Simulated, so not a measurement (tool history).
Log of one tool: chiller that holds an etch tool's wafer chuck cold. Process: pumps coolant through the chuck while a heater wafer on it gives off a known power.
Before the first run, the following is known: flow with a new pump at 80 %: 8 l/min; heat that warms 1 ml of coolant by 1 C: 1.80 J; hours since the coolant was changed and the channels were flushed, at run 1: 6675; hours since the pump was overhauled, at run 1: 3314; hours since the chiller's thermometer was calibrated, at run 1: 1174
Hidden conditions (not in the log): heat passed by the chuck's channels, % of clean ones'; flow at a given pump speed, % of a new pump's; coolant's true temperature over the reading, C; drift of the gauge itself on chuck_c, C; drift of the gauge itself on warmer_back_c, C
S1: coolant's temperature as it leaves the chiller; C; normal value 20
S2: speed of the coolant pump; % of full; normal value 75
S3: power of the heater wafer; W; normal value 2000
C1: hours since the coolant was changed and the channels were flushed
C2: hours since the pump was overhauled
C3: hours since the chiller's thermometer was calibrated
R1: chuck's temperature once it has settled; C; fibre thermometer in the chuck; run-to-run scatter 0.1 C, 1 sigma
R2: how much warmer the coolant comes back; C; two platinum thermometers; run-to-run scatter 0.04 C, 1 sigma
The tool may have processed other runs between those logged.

| run | hour | S1 | S2 | S3 | C1 | C2 | C3 | R1 | R2 |
|---|---|---|---|---|---|---|---|---|---|
| 1 | 0.0 | 20 | 75 | 2000 | 6675 | 3314 | 1174 | 46.0 | 8.96 |
| 2 | 51.5 | 20 | 75 | 2000 | 6727 | 3366 | 1226 | 45.9 | 8.91 |
| 3 | 114.1 | 17 | 75 | 2000 | 6790 | 3428 | 1288 | 43.0 | 8.85 |
| 4 | 207.3 | 17 | 75 | 2000 | 6883 | 3522 | 1382 | 43.0 | 8.96 |
| 5 | 278.7 | 17 | 75 | 2000 | 6954 | 3593 | 1453 | 43.0 | 8.99 |
| 6 | 333.4 | 17 | 75 | 2000 | 7009 | 3648 | 1508 | 42.7 | 9.00 |
| 7 | 388.0 | 17 | 75 | 2000 | 7064 | 3702 | 1562 | 42.8 | 9.08 |
| 8 | 459.0 | 20 | 75 | 2000 | 7134 | 3773 | 1633 | 45.9 | 9.07 |
| 9 | 548.6 | 20 | 75 | 2000 | 7224 | 3863 | 1723 | 46.0 | 9.12 |
| 10 | 627.4 | 20 | 75 | 2000 | 7303 | 3942 | 1802 | 46.0 | 9.08 |
| 11 | 706.3 | 20 | 75 | 2000 | 7382 | 4021 | 1881 | 45.9 | 9.04 |
| 12 | 769.3 | 20 | 75 | 2000 | 7445 | 4084 | 1944 | 45.9 | 9.06 |
| 13 | 866.2 | 14 | 65 | 1004 | 7542 | 4181 | 2041 | 28.7 | 5.38 |
| 14 | 958.1 | 20 | 98 | 1979 | 7634 | 4272 | 2132 | 40.9 | 7.06 |
| 15 | 1012.3 | 10 | 81 | 1979 | 7688 | 4327 | 2187 | 34.4 | 8.45 |
| 16 | 1064.4 | 19 | 75 | 1328 | 7740 | 4379 | 2239 | 36.1 | 6.24 |
| 17 | 1157.8 | 27 | 71 | 1788 | 7833 | 4472 | 2332 | 51.2 | 8.72 |
| 18 | 1215.4 | 23 | 81 | 2000 | 7891 | 4530 | 2390 | 47.6 | 8.54 |
| 19 | 1284.4 | 19 | 91 | 1391 | 7960 | 4599 | 2459 | 34.5 | 5.48 |
| 20 | 1353.1 | 13 | 70 | 2000 | 8029 | 4667 | 2527 | 40.3 | 9.93 |
| 21 | 1432.5 | 13 | 70 | 2000 | 8108 | 4747 | 2607 | 40.3 | 9.98 |
| 22 | 1530.3 | 13 | 70 | 2000 | 8206 | 4845 | 2705 | 40.4 | 9.94 |
| 23 | 1611.4 | 19 | 91 | 1197 | 8287 | 4926 | 2786 | 32.5 | 4.91 |

Pick out some run-to-run changes in R2. Of each, how much would a tool without hidden state show as well, from the settings, what came in and chance, and how much is left for the hidden state and any gauge scatter not in both results compared?
Run 8 -> 9: no setting changed, nothing entered. R2 +0.05 C: hidden state +0.03, all else +0.02.
Run 11 -> 12: no setting changed, nothing entered. R2 +0.02 C: hidden state +0.03, all else -0.01.
Run 19 -> 20: S1 19 -> 13, S2 91 -> 70, S3 1391 -> 2000. R2 +4.45 C: hidden state +0.02, all else +4.43.
Run 22 -> 23: S1 13 -> 19, S2 70 -> 91, S3 2000 -> 1197. R2 -5.03 C: hidden state +0.03, all else -5.06.

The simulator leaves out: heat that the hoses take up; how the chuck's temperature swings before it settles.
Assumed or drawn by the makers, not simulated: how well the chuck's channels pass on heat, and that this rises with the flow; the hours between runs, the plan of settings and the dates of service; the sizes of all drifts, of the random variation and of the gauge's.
